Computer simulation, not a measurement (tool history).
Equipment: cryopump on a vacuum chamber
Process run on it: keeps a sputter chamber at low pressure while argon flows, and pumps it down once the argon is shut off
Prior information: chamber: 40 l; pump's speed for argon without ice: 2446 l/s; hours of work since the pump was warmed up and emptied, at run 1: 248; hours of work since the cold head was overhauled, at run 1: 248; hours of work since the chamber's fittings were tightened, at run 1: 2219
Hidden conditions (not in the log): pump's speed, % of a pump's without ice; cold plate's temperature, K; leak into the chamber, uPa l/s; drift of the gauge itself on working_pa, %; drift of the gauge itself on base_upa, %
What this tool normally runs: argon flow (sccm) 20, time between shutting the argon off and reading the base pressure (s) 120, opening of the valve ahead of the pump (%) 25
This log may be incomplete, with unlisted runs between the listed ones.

run,hour,argon flow (sccm),time between shutting the argon off and reading the base pressure (s),opening of the valve ahead of the pump (%),hours of work since the pump was warmed up and emptied,hours of work since the cold head was overhauled,hours of work since the chamber's fittings were tightened,pressure while argon flows (Pa),pressure after the wait (uPa)
1,0.0,20,120,25,248,248,2219,0.0569,0.71
2,45.8,20,120,25,287,287,2258,0.0573,0.71
3,67.4,20,120,25,305,305,2277,0.0569,0.79
4,98.6,27,120,25,332,332,2303,0.0772,0.74
5,132.7,27,120,25,361,361,2333,0.0773,0.75
6,173.1,27,120,42,395,395,2367,0.0480,0.77
7,215.9,20,120,25,432,432,2403,0.0570,0.74
8,261.4,20,120,25,471,471,2442,0.0578,0.76
9,306.0,20,153,25,509,509,2480,0.0576,0.78
10,329.9,20,153,25,529,529,2501,0.0577,0.77
11,361.3,20,76,25,556,556,2527,0.0583,0.98
# hour 391.5: leaking fittings of the chamber tightened, without venting
12,405.2,20,76,25,591,591,12,0.0584,0.57
13,427.3,20,76,25,610,610,31,0.0588,0.60
14,450.3,20,120,25,630,630,50,0.0585,0.42
15,476.4,20,120,25,652,652,72,0.0588,0.52
16,520.6,20,31,25,690,690,110,0.0595,1.24

Forecast run 17:
17,555.3,8,159,35,719,719,140,?,?

{"run 17": {"pressure while argon flows (Pa)": 0.0177, "pressure after the wait (uPa)": 0.39}}
With no hidden state in the tool, this same run would have given pressure while argon flows (Pa) 0.0161, pressure after the wait (uPa) 0.33.
